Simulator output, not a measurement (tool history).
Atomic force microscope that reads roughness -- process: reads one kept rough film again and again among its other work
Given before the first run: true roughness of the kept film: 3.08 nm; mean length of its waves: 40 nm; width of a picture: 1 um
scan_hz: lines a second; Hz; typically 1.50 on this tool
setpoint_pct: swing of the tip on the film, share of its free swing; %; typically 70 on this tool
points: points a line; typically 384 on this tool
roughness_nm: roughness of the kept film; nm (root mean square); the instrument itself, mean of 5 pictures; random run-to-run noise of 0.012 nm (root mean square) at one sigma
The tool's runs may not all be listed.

{"run": 1, "hour": 0.0, "scan_hz": 1.5, "setpoint_pct": 70, "points": 384, "roughness_nm": 2.516}
{"hour": 18.4, "done": "new tip fitted"}
{"run": 2, "hour": 19.5, "scan_hz": 1.5, "setpoint_pct": 70, "points": 384, "roughness_nm": 2.856}
{"run": 3, "hour": 32.4, "scan_hz": 1.5, "setpoint_pct": 70, "points": 384, "roughness_nm": 2.819}
{"run": 4, "hour": 42.6, "scan_hz": 1.5, "setpoint_pct": 70, "points": 384, "roughness_nm": 2.827}
{"run": 5, "hour": 53.2, "scan_hz": 1.5, "setpoint_pct": 70, "points": 384, "roughness_nm": 2.815}
{"run": 6, "hour": 64.9, "scan_hz": 1.5, "setpoint_pct": 70, "points": 572, "roughness_nm": 2.793}
{"run": 7, "hour": 78.9, "scan_hz": 1.5, "setpoint_pct": 79, "points": 384, "roughness_nm": 2.694}
{"run": 8, "hour": 90.7, "scan_hz": 1.5, "setpoint_pct": 79, "points": 384, "roughness_nm": 2.678}
{"run": 9, "hour": 102.9, "scan_hz": 1.5, "setpoint_pct": 79, "points": 384, "roughness_nm": 2.668}
{"run": 10, "hour": 121.6, "scan_hz": 0.83, "setpoint_pct": 79, "points": 384, "roughness_nm": 2.723}
{"run": 11, "hour": 137.1, "scan_hz": 1.05, "setpoint_pct": 70, "points": 276, "roughness_nm": 2.697}
{"run": 12, "hour": 154.9, "scan_hz": 1.05, "setpoint_pct": 70, "points": 276, "roughness_nm": 2.67}
{"run": 13, "hour": 171.2, "scan_hz": 1.07, "setpoint_pct": 70, "points": 622, "roughness_nm": 2.656}
{"run": 14, "hour": 191.1, "scan_hz": 2.37, "setpoint_pct": 70, "points": 604, "roughness_nm": 2.542}

A few steps of roughness_nm between consecutive runs. Split each: what settings, incoming material and random variation would produce without the hidden state, and what is left over for the hidden state, along with gauge scatter present in only one of the two compared results (measured, and without hidden state):
Hidden conditions of the tool in this case: radius of the tip, nm; height scale over the true one, %; drift of the gauge itself on roughness_nm, %.
Run 1 -> 2: new tip fitted. roughness_nm +0.340 nm (root mean square): hidden state +0.334, all else +0.006.
